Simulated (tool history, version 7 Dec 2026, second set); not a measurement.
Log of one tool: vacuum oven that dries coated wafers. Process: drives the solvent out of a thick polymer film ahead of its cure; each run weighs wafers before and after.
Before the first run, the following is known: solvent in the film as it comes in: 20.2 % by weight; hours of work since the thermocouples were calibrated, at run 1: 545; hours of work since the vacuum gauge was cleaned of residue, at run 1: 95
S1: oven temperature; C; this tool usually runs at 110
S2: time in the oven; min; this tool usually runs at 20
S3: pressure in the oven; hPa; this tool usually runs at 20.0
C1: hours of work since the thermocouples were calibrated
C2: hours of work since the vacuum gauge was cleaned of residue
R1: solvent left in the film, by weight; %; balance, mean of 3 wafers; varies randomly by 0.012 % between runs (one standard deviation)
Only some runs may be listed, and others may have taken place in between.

run	hour	S1	S2	S3	C1	C2	R1
1	0.0	110	20	20.0	545	95	3.24
2	57.5	110	20	34.4	589	139	3.51
# hour 108.4: oven's thermocouples calibrated
3	123.8	110	20	20.0	12	189	3.46
4	195.1	110	20	16.4	67	244	3.37
5	262.0	110	20	16.4	119	296	3.35
6	346.8	110	20	20.0	185	362	3.37
7	430.3	102	20	20.0	250	427	4.99
8	481.1	103	20	20.0	289	466	4.77
9	546.3	103	20	20.0	339	516	4.72
10	599.8	100	20	20.0	381	558	5.36
11	667.5	110	20	20.0	433	610	3.31
12	728.1	110	20	20.0	480	657	3.29
13	810.9	110	20	20.0	545	722	3.29
14	889.2	110	20	47.0	605	782	3.78
# hour 917.4: oven's thermocouples calibrated
15	952.1	110	20	47.0	27	829	3.94
16	1006.6	110	14	51.8	69	872	5.89
17	1052.6	99	20	30.6	105	907	5.93
18	1087.4	99	34	11.0	132	934	2.66
19	1164.8	99	34	11.0	192	994	2.63
20	1209.7	118	16	42.9	227	1029	3.38
21	1257.7	107	14	20.0	264	1066	5.91
22	1325.0	107	14	20.0	316	1119	5.87
23	1403.4	101	14	25.0	377	1179	7.27
24	1461.9	101	14	25.0	422	1225	7.27
25	1542.8	101	14	25.0	485	1287	7.23
26	1584.2	122	10	51.0	517	1319	5.08
27	1650.9	110	14	20.0	569	1371	5.16
28	1700.6	115	29	49.5	607	1410	1.73
# hour 1727.2: oven's thermocouples calibrated
29	1763.1	115	29	49.5	28	1457	1.86

What if the next run were any one of these 4? Each begins from the tool's condition after run 29:
A	1797.9	110	24	20.0	55	1484	?
B	1797.9	104	14	19.4	55	1484	?
C	1797.9	110	20	10.1	55	1484	?
D	1797.9	120	20	15.2	55	1484	?

run	R1
A	2.58
B	6.66
C	3.27
D	1.81
Without the tool's hidden state the same runs would have given:
run	R1
A	2.55
B	6.65
C	3.25
D	1.79
